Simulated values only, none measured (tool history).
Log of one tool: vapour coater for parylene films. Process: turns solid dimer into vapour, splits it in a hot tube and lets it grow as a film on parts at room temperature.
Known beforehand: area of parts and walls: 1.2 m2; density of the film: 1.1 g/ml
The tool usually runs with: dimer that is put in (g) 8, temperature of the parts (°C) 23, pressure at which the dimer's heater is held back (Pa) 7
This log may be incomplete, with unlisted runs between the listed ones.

run,day,dimer that is put in (g),temperature of the parts (°C),pressure at which the dimer's heater is held back (Pa),thickness of the film (µm)
1,0,8,23,7,3.27
2,0.675,8,23,7,3.15
3,1.429,8,23,7,3.16
4,2.067,8,23,7,3.11
5,2.725,8,23,7,3.16
6,3.192,8,23,7,3.13
7,3.95,8,23,7,3.14
8,4.304,8,23,7,3.14
9,4.892,3,23,7,1.19
10,5.483,3,23,7,1.17
11,5.9,8,23,8.25,3.09
12,6.225,8,23,7,3.09
13,6.679,8,23,7,3.06
14,7.162,8,23,7,3.1
15,7.704,8,23,7,3.09
16,8.021,8,23,3.09,3.22
17,8.479,8,16,3.09,4.29
18,9.133,11,23,7,4.15
19,9.612,4,23,7,1.53
20,10.179,8,23,2.14,3.33
21,10.783,8,23,2.14,3.33
22,11.392,8,23,7,2.98
23,11.862,8,23,7,2.99
24,12.258,8,23,7,3.02
25,12.908,4,23,7,1.49
26,13.246,3,20,3.5,1.32
27,13.929,8,25,8.16,2.68
28,14.483,8,25,8.16,2.69
29,14.9,11,22,5.41,4.27
30,15.538,11,25,11.94,3.51
# day 15.842: trap's valve overhauled
31,16.162,12,25,2.48,4.77
32,16.646,4,19,4.02,1.93
33,17.212,8,18,7,3.9
34,17.683,13,20,7,5.77
35,18.35,13,20,7,5.72
36,18.871,13,20,7,5.78
37,19.329,13,20,7,5.76
38,19.633,9,20,10.22,3.86
39,20.279,5,21,7.9,2.1
40,20.7,8,23,4.12,3.22
41,21.196,10,22,4.12,4.14
42,21.704,7,22,4.12,2.98
43,22.454,8,17,6.1,3.92
44,23.212,8,17,6.1,3.96
45,23.854,8,17,6.1,3.9
46,24.362,8,17,6.1,3.85
47,24.867,4,23,7,1.54

Forecast each of these 5 alternatives for the next run:
A,25.5,8,20,7,?
B,25.5,5,26,11.96,?
C,25.5,8,18,7,?
D,25.5,6,23,2.99,?
E,25.5,5,23,3.25,?

run,thickness of the film (µm)
A,3.46
B,1.61
C,3.65
D,2.49
E,1.99
Without the tool's hidden state the same runs would have given:
run,thickness of the film (µm)
A,3.7
B,1.72
C,3.91
D,2.66
E,2.13

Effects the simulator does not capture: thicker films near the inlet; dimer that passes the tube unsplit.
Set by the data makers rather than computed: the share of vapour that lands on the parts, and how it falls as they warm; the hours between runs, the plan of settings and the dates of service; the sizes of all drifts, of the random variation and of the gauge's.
